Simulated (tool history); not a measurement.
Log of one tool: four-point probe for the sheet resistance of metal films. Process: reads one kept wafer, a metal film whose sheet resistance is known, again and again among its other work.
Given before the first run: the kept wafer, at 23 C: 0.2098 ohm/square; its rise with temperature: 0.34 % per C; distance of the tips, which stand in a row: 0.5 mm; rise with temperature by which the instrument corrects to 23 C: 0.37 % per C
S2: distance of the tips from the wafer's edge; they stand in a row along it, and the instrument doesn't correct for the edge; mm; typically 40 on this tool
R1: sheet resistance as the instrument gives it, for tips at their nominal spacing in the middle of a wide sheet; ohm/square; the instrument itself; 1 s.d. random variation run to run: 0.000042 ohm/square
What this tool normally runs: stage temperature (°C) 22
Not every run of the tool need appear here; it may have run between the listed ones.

{"run": 1, "hour": 0.0, "stage temperature (°C)": 22, "S2": 40, "R1": 0.209904}
{"run": 2, "hour": 6.7, "stage temperature (°C)": 22, "S2": 40, "R1": 0.209827}
{"run": 3, "hour": 15.1, "stage temperature (°C)": 22, "S2": 40, "R1": 0.209831}
{"run": 4, "hour": 30.4, "stage temperature (°C)": 22, "S2": 40, "R1": 0.209871}
{"run": 5, "hour": 41.0, "stage temperature (°C)": 22, "S2": 40, "R1": 0.209901}
{"run": 6, "hour": 56.5, "stage temperature (°C)": 22, "S2": 40, "R1": 0.209838}
{"run": 7, "hour": 71.6, "stage temperature (°C)": 22, "S2": 40, "R1": 0.209938}
{"run": 8, "hour": 85.6, "stage temperature (°C)": 19, "S2": 40, "R1": 0.210113}
{"run": 9, "hour": 96.7, "stage temperature (°C)": 19, "S2": 40, "R1": 0.210126}
{"run": 10, "hour": 105.0, "stage temperature (°C)": 19, "S2": 27, "R1": 0.210123}
{"run": 11, "hour": 121.0, "stage temperature (°C)": 21, "S2": 40, "R1": 0.209866}
{"run": 12, "hour": 134.4, "stage temperature (°C)": 21, "S2": 40, "R1": 0.209963}
{"run": 13, "hour": 148.8, "stage temperature (°C)": 21, "S2": 40, "R1": 0.209949}
{"run": 14, "hour": 159.3, "stage temperature (°C)": 21, "S2": 40, "R1": 0.209887}
{"run": 15, "hour": 173.2, "stage temperature (°C)": 21, "S2": 40, "R1": 0.209943}
{"run": 16, "hour": 186.7, "stage temperature (°C)": 21, "S2": 40, "R1": 0.209954}
{"run": 17, "hour": 197.9, "stage temperature (°C)": 24, "S2": 12, "R1": 0.209897}
{"run": 18, "hour": 210.9, "stage temperature (°C)": 31, "S2": 40, "R1": 0.209372}
{"run": 19, "hour": 218.8, "stage temperature (°C)": 31, "S2": 40, "R1": 0.209359}

Predict the results of run 20:
{"run": 20, "hour": 232.7, "stage temperature (°C)": 31, "S2": 40, "R1": "?"}

R1: 0.209287 ohm/square
Take away the tool's hidden state, keep the run-to-run variation as it was, and the same run would have given R1 0.209285 ohm/square.

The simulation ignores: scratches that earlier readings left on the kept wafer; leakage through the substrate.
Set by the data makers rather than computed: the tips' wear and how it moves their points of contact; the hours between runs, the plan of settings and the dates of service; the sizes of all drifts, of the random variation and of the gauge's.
